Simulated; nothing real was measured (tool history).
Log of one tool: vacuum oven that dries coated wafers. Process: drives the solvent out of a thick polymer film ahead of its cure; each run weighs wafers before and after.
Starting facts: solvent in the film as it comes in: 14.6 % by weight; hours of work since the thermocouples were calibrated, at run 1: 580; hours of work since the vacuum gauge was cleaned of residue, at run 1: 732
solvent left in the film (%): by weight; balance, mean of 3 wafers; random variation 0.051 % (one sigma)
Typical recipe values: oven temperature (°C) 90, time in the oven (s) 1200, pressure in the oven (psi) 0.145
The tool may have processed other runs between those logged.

| run | hour | oven temperature (°C) | time in the oven (s) | pressure in the oven (psi) | hours of work since the thermocouples were calibrated | hours of work since the vacuum gauge was cleaned of residue | solvent left in the film (%) |
|---|---|---|---|---|---|---|---|
| 1 | 0.0 | 90 | 1200 | 0.145 | 580 | 732 | 1.90 |
| 2 | 37.9 | 90 | 1200 | 0.145 | 600 | 752 | 1.93 |
| 3 | 79.4 | 90 | 1200 | 0.145 | 622 | 773 | 1.93 |
| 4 | 124.7 | 90 | 1200 | 0.145 | 646 | 797 | 1.83 |
| 5 | 154.6 | 90 | 1260 | 0.145 | 661 | 813 | 1.74 |
| 6 | 212.4 | 90 | 1200 | 0.373 | 691 | 843 | 2.99 |
| 7 | 266.7 | 90 | 1200 | 0.373 | 720 | 871 | 2.89 |
| 8 | 318.3 | 90 | 1200 | 0.373 | 747 | 898 | 2.97 |
| 9 | 361.3 | 76 | 1200 | 0.145 | 769 | 921 | 4.74 |
| 10 | 401.0 | 76 | 1200 | 0.145 | 790 | 942 | 4.70 |
| 11 | 445.9 | 76 | 1200 | 0.145 | 814 | 965 | 4.69 |
|  | 449.8 | vacuum gauge cleaned of residue and calibrated |
| 12 | 483.3 | 76 | 1200 | 0.145 | 832 | 18 | 4.84 |
| 13 | 523.3 | 76 | 1200 | 0.145 | 853 | 38 | 4.90 |
| 14 | 553.9 | 76 | 1200 | 0.145 | 869 | 55 | 4.68 |
| 15 | 603.4 | 95 | 600 | 0.410 | 895 | 80 | 3.90 |
| 16 | 634.0 | 95 | 600 | 0.410 | 911 | 96 | 3.94 |
| 17 | 659.7 | 98 | 600 | 0.410 | 925 | 110 | 3.43 |
| 18 | 697.0 | 90 | 1200 | 0.080 | 944 | 129 | 1.56 |
| 19 | 734.1 | 90 | 720 | 0.197 | 964 | 149 | 3.64 |
|  | 782.4 | vacuum gauge cleaned of residue and calibrated, once more |
| 20 | 788.9 | 93 | 1200 | 0.234 | 992 | 3 | 1.59 |
| 21 | 843.1 | 96 | 1740 | 0.228 | 1020 | 32 | 1.00 |
| 22 | 881.1 | 96 | 1740 | 0.228 | 1040 | 52 | 0.93 |

What if the next run were any one of these 4? Each begins from the tool's condition after run 22:
| A | 938.9 | 89 | 1740 | 0.093 | 1070 | 82 | ? |
| B | 938.9 | 76 | 1320 | 0.149 | 1070 | 82 | ? |
| C | 938.9 | 85 | 2100 | 0.084 | 1070 | 82 | ? |
| D | 938.9 | 90 | 1200 | 0.267 | 1070 | 82 | ? |

| run | solvent left in the film (%) |
|---|---|
| A | 0.83 |
| B | 4.07 |
| C | 0.91 |
| D | 2.20 |
The same runs, with their run-to-run variation unchanged, on a tool lacking any hidden condition would have given:
| run | solvent left in the film (%) |
|---|---|
| A | 1.07 |
| B | 4.76 |
| C | 1.16 |
| D | 2.66 |
